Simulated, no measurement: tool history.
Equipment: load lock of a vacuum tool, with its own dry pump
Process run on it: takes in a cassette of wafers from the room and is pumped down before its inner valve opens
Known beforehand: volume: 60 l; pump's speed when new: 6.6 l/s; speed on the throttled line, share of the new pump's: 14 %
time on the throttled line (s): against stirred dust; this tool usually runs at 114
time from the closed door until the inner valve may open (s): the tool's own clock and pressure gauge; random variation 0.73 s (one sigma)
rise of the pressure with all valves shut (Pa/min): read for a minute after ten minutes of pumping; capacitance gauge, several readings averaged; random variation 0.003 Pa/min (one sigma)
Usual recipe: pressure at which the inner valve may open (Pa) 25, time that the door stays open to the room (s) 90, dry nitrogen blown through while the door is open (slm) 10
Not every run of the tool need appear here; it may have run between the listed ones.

run      day  time on the throttled line (s)  pressure at which the inner valve may open (Pa)  time that the door stays open to the room (s)  dry nitrogen blown through while the door is open (slm)  incoming humidity of the room's air, %  time from the closed door until the inner valve may open (s)  rise of the pressure with all valves shut (Pa/min)
  1        0                             114                                               25                                             90                                                       10                                    43.1                                                         177.4                                               0.048
  2   11.771                             114                                               25                                             90                                                       10                                    44.4                                                         177.2                                               0.058
  3   22.683                             114                                               25                                             90                                                       10                                      45                                                         178.9                                               0.055
  4   31.675                             114                                               25                                             90                                                       10                                    44.5                                                         177.4                                               0.066
  5   36.688                             114                                               25                                             90                                                       10                                    45.3                                                         178.7                                               0.065
  6   48.629                             114                                               34                                             90                                                       10                                    45.5                                                         174.5                                               0.069
  7   58.108                             114                                               34                                             90                                                       10                                    44.1                                                         176.3                                               0.071
  8   65.721                             114                                               25                                             49                                                       10                                    41.9                                                         179.3                                               0.064
  9   76.071                             114                                               25                                             49                                                       10                                    47.3                                                           180                                               0.067
 10   84.325                             114                                               25                                             49                                                       10                                    42.9                                                           180                                               0.068
 11   91.521                             114                                               25                                             49                                                       10                                      43                                                         179.8                                                0.07
 12  100.321                             114                                               25                                             49                                                       10                                    44.6                                                         180.5                                               0.081
 13  106.492                             114                                               25                                             49                                                       10                                    45.1                                                         179.8                                               0.077
 14  115.542                             100                                               25                                             90                                                       10                                    46.3                                                         168.8                                               0.086
 15   123.15                             100                                               25                                             90                                                       10                                    47.6                                                         169.1                                               0.094
 16  129.454                             114                                               25                                             90                                                       10                                    43.4                                                         180.7                                               0.095
 17  140.138                             114                                               25                                             90                                                       10                                    46.8                                                         180.6                                               0.098
 18  147.633                             114                                               25                                             90                                                       10                                    46.4                                                         181.6                                               0.104
 19  159.879                             114                                               25                                             90                                                       10                                      41                                                           181                                               0.107
 20  170.821                             114                                               46                                             40                                                       20                                    45.7                                                         176.5                                               0.104
 21  179.529                              94                                               39                                            144                                                       21                                    42.6                                                         160.6                                               0.114
 22  186.896                              94                                               39                                            144                                                       21                                    41.1                                                         161.3                                               0.117
 23  193.238                             114                                               25                                             90                                                       10                                    45.2                                                         183.1                                               0.118
 24  200.671                              99                                               25                                             90                                                        9                                    48.5                                                         169.9                                               0.129
 25  208.383                              99                                               25                                             90                                                        9                                    43.5                                                         171.2                                               0.132
 26  217.558                              87                                               25                                             32                                                        9                                      44                                                           161                                               0.128
 27  229.433                             114                                               27                                             90                                                       10                                    43.6                                                         183.6                                               0.125
 28  237.346                              80                                               30                                             90                                                       10                                      48                                                         154.7                                               0.144
 29  246.775                              80                                               30                                             90                                                       10                                    43.3                                                         154.2                                               0.143
 30  253.546                              80                                               29                                             90                                                       14                                    47.7                                                         155.3                                               0.142
 31  263.629                             148                                               29                                             42                                                        8                                      46                                                         212.7                                               0.141
 32  270.921                             148                                               35                                             42                                                        8                                    46.6                                                         209.1                                                0.15
 33  278.392                             148                                               18                                             42                                                       16                                    42.3                                                         216.7                                               0.155
 34  289.062                             114                                               25                                             90                                                       21                                    46.1                                                         186.5                                               0.158
 35  297.058                             114                                               25                                             90                                                       21                                    42.7                                                           185                                               0.165
 36   307.25                             181                                               25                                             90                                                        7                                    47.5                                                         243.1                                               0.179
 37  319.429                              95                                               25                                             90                                                       10                                    48.1                                                         171.6                                               0.183

For some of the steps in time from the closed door until the inner valve may open (s) from one run to the next: how much would appear even if the tool had no hidden state, given the settings, what came in and random variation, and how much remains for the hidden state plus any gauge scatter that the measured result and the result without hidden state don't share?
The hidden state here: pump's speed, % of a new pump's; leak at the door's seal, Pa l/s; drift of the gauge itself on ready_s, %; drift of the gauge itself on rise_pa_min, %.
Run 30 -> 31: time on the throttled line (s) 80 -> 148, time that the door stays open to the room (s) 90 -> 42, dry nitrogen blown through while the door is open (slm) 14 -> 8. time from the closed door until the inner valve may open (s) +57.4: hidden state -1.5, all else +58.9.
Run 35 -> 36: time on the throttled line (s) 114 -> 181, dry nitrogen blown through while the door is open (slm) 21 -> 7. time from the closed door until the inner valve may open (s) +58.1: hidden state -1.6, all else +59.7.
Run 36 -> 37: time on the throttled line (s) 181 -> 95, dry nitrogen blown through while the door is open (slm) 7 -> 10. time from the closed door until the inner valve may open (s) -71.5: hidden state +3.1, all else -74.6.

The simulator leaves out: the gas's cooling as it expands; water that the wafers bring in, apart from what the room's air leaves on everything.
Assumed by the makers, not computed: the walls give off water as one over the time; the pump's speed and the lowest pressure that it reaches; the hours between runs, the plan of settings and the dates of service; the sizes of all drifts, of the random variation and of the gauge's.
